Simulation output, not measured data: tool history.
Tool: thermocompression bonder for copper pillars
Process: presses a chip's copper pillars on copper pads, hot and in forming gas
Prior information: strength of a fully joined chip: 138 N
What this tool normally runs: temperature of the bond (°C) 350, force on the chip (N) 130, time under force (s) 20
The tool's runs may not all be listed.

| run | hour | temperature of the bond (°C) | force on the chip (N) | time under force (s) | force that shears a chip off (N) |
|---|---|---|---|---|---|
| 1 | 0.0 | 350 | 130 | 20 | 81.1 |
| 2 | 10.9 | 350 | 130 | 20 | 81.1 |
| 3 | 18.3 | 350 | 130 | 20 | 80.7 |
|  | 24.6 | forming gas filter changed |
| 4 | 28.9 | 350 | 130 | 20 | 82.0 |
| 5 | 43.2 | 350 | 130 | 20 | 81.8 |
| 6 | 53.4 | 350 | 130 | 20 | 81.3 |
| 7 | 67.2 | 350 | 130 | 20 | 82.0 |
| 8 | 75.1 | 350 | 130 | 20 | 81.9 |
| 9 | 83.8 | 350 | 130 | 20 | 82.0 |
| 10 | 95.2 | 350 | 130 | 44 | 102.6 |
| 11 | 107.0 | 350 | 130 | 20 | 82.3 |
| 12 | 116.8 | 350 | 130 | 20 | 82.5 |
| 13 | 131.1 | 350 | 130 | 20 | 83.0 |
| 14 | 140.6 | 350 | 130 | 20 | 83.2 |
| 15 | 151.5 | 350 | 130 | 20 | 83.0 |
| 16 | 160.7 | 350 | 130 | 20 | 83.0 |
|  | 173.8 | gauge calibrated |
| 17 | 173.8 | 346 | 130 | 20 | 79.0 |
| 18 | 186.2 | 350 | 130 | 20 | 81.7 |
| 19 | 198.7 | 350 | 106 | 20 | 70.5 |
| 20 | 211.1 | 350 | 174 | 20 | 98.3 |
| 21 | 221.5 | 350 | 174 | 20 | 97.7 |
| 22 | 235.7 | 350 | 154 | 53 | 114.1 |
| 23 | 243.2 | 350 | 144 | 14 | 78.7 |
| 24 | 254.9 | 350 | 96 | 36 | 79.2 |
| 25 | 265.1 | 350 | 96 | 36 | 80.4 |
| 26 | 276.6 | 350 | 96 | 36 | 80.8 |
| 27 | 283.4 | 369 | 144 | 14 | 94.6 |
| 28 | 290.3 | 372 | 130 | 41 | 117.6 |
| 29 | 298.8 | 332 | 100 | 41 | 70.7 |
| 30 | 308.3 | 332 | 100 | 41 | 70.4 |
| 31 | 321.2 | 340 | 100 | 29 | 69.3 |
| 32 | 334.4 | 343 | 81 | 29 | 60.8 |
| 33 | 342.6 | 343 | 81 | 29 | 61.2 |
| 34 | 351.8 | 343 | 81 | 13 | 44.4 |
| 35 | 366.2 | 343 | 127 | 13 | 66.1 |
|  | 372.3 | forming gas filter changed |
| 36 | 380.4 | 366 | 107 | 13 | 74.4 |
| 37 | 390.1 | 373 | 169 | 20 | 115.7 |
| 38 | 398.3 | 373 | 169 | 20 | 116.7 |
| 39 | 405.2 | 347 | 109 | 40 | 89.2 |

What if the next run were any one of these 4? Each begins from the tool's condition after run 39:
| A | 418.3 | 347 | 109 | 24 | ? |
| B | 418.3 | 356 | 82 | 20 | ? |
| C | 418.3 | 350 | 171 | 20 | ? |
| D | 418.3 | 347 | 177 | 21 | ? |

| run | force that shears a chip off (N) |
|---|---|
| A | 75.9 |
| B | 62.9 |
| C | 99.3 |
| D | 101.1 |
Stripped of hidden state, with their random variation kept, the same runs would have yielded:
| run | force that shears a chip off (N) |
|---|---|
| A | 73.6 |
| B | 61.0 |
| C | 96.3 |
| D | 98.1 |
